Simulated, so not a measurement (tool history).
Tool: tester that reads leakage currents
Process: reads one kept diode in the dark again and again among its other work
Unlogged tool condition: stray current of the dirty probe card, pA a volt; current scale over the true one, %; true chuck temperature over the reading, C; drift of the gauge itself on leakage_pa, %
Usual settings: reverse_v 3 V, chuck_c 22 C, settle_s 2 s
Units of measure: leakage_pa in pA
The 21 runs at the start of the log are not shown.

| run | day | reverse_v | chuck_c | settle_s | hours of work since the probe card was cleaned | hours of work since the tester was calibrated | hours of work since the chuck was calibrated | leakage_pa |
|---|---|---|---|---|---|---|---|---|
| 22 | 92.817 | 4 | 22 | 3.97 | 224 | 2172 | 201 | 64.35 |
| 23 | 97.054 | 1.06 | 24 | 2.31 | 278 | 2225 | 254 | 38.32 |
| 24 | 100.454 | 9.62 | 28 | 1.21 | 321 | 2268 | 297 | 180.62 |
| 25 | 104.754 | 9.62 | 28 | 1.21 | 375 | 2323 | 352 | 181.28 |
| 26 | 108.271 | 3 | 22 | 3.34 | 419 | 2367 | 396 | 55.18 |
| 27 | 113.004 | 3 | 22 | 3.34 | 479 | 2427 | 456 | 55.38 |
| 28 | 115.329 | 2.3 | 27 | 2 | 509 | 2456 | 485 | 76.52 |
| 29 | 119.704 | 5.2 | 25 | 7.07 | 564 | 2511 | 540 | 98.59 |
| 30 | 122.55 | 3 | 44 | 2 | 600 | 2547 | 576 | 385.52 |
| 31 | 125.079 | 17.26 | 44 | 6.69 | 632 | 2579 | 608 | 982.49 |
| 32 | 129.079 | 17.76 | 55 | 6.48 | 682 | 2630 | 659 | 2403.23 |

For run 33, what comes out?
| 33 | 132.371 | 2.92 | 27 | 3.16 | 724 | 2671 | 700 | ? |

{"run 33": {"leakage_pa": 87.17}}
Were there no unlogged condition in the tool, this run, its random variation unchanged, would have produced leakage_pa 87.13 pA.
